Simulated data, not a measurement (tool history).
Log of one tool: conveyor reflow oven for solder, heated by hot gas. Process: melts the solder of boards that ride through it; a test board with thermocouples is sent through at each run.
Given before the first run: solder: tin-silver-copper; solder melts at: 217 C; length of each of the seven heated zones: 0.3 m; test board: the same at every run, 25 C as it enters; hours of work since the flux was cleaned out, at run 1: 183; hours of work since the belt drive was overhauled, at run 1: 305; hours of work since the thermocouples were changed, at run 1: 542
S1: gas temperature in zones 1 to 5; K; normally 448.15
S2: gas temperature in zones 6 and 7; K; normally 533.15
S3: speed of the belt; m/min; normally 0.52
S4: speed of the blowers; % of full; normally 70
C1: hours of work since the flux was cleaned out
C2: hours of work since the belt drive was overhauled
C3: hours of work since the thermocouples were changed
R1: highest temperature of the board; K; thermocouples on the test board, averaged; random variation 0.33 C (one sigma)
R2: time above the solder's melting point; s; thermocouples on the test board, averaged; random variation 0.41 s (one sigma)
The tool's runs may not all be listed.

run 1 hour=0 | S1=448.15 S2=533.15 S3=0.52 S4=70 | C1=183 C2=305 C3=542 | R1=518.35 R2=45.2
run 2 hour=33.8 | S1=448.15 S2=533.15 S3=0.52 S4=70 | C1=199 C2=321 C3=558 | R1=517.85 R2=45.9
run 3 hour=106.4 | S1=448.15 S2=533.15 S3=0.52 S4=70 | C1=232 C2=355 C3=591 | R1=518.25 R2=46.9
run 4 hour=148.2 | S1=455.15 S2=533.15 S3=0.52 S4=70 | C1=252 C2=374 C3=611 | R1=519.35 R2=50.6
run 5 hour=203.8 | S1=455.15 S2=533.15 S3=0.52 S4=72 | C1=277 C2=400 C3=636 | R1=519.95 R2=50.5
-- hour=224.1 thermocouples of zones 6 and 7 changed
run 6 hour=274.2 | S1=448.15 S2=533.15 S3=0.52 S4=70 | C1=309 C2=432 C3=23 | R1=518.15 R2=46.6
run 7 hour=344.3 | S1=448.15 S2=533.15 S3=0.52 S4=75 | C1=342 C2=464 C3=56 | R1=519.15 R2=47.9
run 8 hour=399.1 | S1=448.15 S2=533.15 S3=0.52 S4=70 | C1=367 C2=490 C3=81 | R1=518.05 R2=46.6
-- hour=464.5 flux residue cleaned out of gas plates and filters
run 9 hour=471.5 | S1=448.15 S2=533.15 S3=0.52 S4=70 | C1=3 C2=521 C3=112 | R1=518.25 R2=47.4
run 10 hour=513.8 | S1=448.15 S2=533.15 S3=0.52 S4=70 | C1=23 C2=540 C3=132 | R1=517.75 R2=46.6
run 11 hour=562.4 | S1=448.15 S2=533.15 S3=0.52 S4=70 | C1=45 C2=563 C3=155 | R1=517.55 R2=45.6
run 12 hour=627.1 | S1=448.15 S2=533.15 S3=0.52 S4=66 | C1=75 C2=593 C3=185 | R1=516.65 R2=44.9
run 13 hour=662.9 | S1=435.15 S2=533.15 S3=0.52 S4=70 | C1=92 C2=610 C3=201 | R1=515.35 R2=41
run 14 hour=702.7 | S1=448.15 S2=533.15 S3=0.52 S4=70 | C1=110 C2=628 C3=220 | R1=517.95 R2=46.2
run 15 hour=776 | S1=448.15 S2=533.15 S3=0.553 S4=70 | C1=144 C2=662 C3=254 | R1=515.85 R2=42
run 16 hour=831.3 | S1=448.15 S2=533.15 S3=0.553 S4=72 | C1=170 C2=688 C3=279 | R1=516.95 R2=42.4
run 17 hour=906.9 | S1=448.15 S2=524.15 S3=0.52 S4=53 | C1=205 C2=723 C3=314 | R1=504.75 R2=30.9
-- hour=984 belt drive overhauled, speed set with a stopwatch
run 18 hour=986.3 | S1=450.15 S2=524.15 S3=0.52 S4=53 | C1=240 C2=1 C3=349 | R1=504.55 R2=31.6
run 19 hour=1047.4 | S1=448.15 S2=533.15 S3=0.432 S4=57 | C1=268 C2=29 C3=378 | R1=518.95 R2=58
run 20 hour=1109.6 | S1=448.15 S2=525.15 S3=0.432 S4=57 | C1=297 C2=58 C3=406 | R1=512.25 R2=51.4
run 21 hour=1183 | S1=440.15 S2=525.15 S3=0.432 S4=57 | C1=331 C2=92 C3=440 | R1=511.45 R2=46.4
run 22 hour=1228.8 | S1=440.15 S2=536.15 S3=0.432 S4=53 | C1=353 C2=114 C3=462 | R1=519.05 R2=54.3
run 23 hour=1261.2 | S1=448.15 S2=533.15 S3=0.537 S4=88 | C1=368 C2=129 C3=477 | R1=521.45 R2=48.3
-- hour=1323.7 flux residue cleaned out of gas plates and filters
run 24 hour=1326.3 | S1=448.15 S2=533.15 S3=0.537 S4=88 | C1=1 C2=156 C3=505 | R1=521.55 R2=49.6
run 25 hour=1359.7 | S1=446.15 S2=524.15 S3=0.566 S4=65 | C1=17 C2=172 C3=520 | R1=506.05 R2=29.4
run 26 hour=1415.4 | S1=448.15 S2=533.15 S3=0.608 S4=65 | C1=43 C2=198 C3=546 | R1=511.55 R2=32.1
run 27 hour=1452.7 | S1=448.15 S2=533.15 S3=0.469 S4=89 | C1=60 C2=215 C3=563 | R1=525.05 R2=59.5
run 28 hour=1508.2 | S1=435.15 S2=543.15 S3=0.449 S4=59 | C1=86 C2=241 C3=589 | R1=524.95 R2=56.3
run 29 hour=1555.2 | S1=435.15 S2=543.15 S3=0.449 S4=59 | C1=107 C2=263 C3=611 | R1=525.05 R2=55.9
run 30 hour=1590.5 | S1=451.15 S2=533.15 S3=0.585 S4=53 | C1=124 C2=279 C3=627 | R1=508.75 R2=30.6

Here are 4 independent what-if runs from the current tool condition. What would each one return?
-- hour=1633.3 thermocouples of zones 6 and 7 changed
run A hour=1640.5 | S1=451.15 S2=527.15 S3=0.585 S4=75 | C1=146 C2=301 C3=3 | R1=? R2=?
-- hour=1633.3 thermocouples of zones 6 and 7 changed
run B hour=1640.5 | S1=459.15 S2=533.15 S3=0.505 S4=53 | C1=146 C2=301 C3=3 | R1=? R2=?
-- hour=1633.3 thermocouples of zones 6 and 7 changed
run C hour=1640.5 | S1=448.15 S2=533.15 S3=0.551 S4=70 | C1=146 C2=301 C3=3 | R1=? R2=?
-- hour=1633.3 thermocouples of zones 6 and 7 changed
run D hour=1640.5 | S1=456.15 S2=533.15 S3=0.461 S4=70 | C1=146 C2=301 C3=3 | R1=? R2=?

run=A R1=510.65 R2=36.5
run=B R1=515.45 R2=48.5
run=C R1=516.35 R2=41.8
run=D R1=522.85 R2=61
Take away the tool's hidden state, keep each run's random variation, and the runs would have read:
run=A R1=510.75 R2=36.6
run=B R1=515.45 R2=48.5
run=C R1=516.35 R2=41.8
run=D R1=522.85 R2=61

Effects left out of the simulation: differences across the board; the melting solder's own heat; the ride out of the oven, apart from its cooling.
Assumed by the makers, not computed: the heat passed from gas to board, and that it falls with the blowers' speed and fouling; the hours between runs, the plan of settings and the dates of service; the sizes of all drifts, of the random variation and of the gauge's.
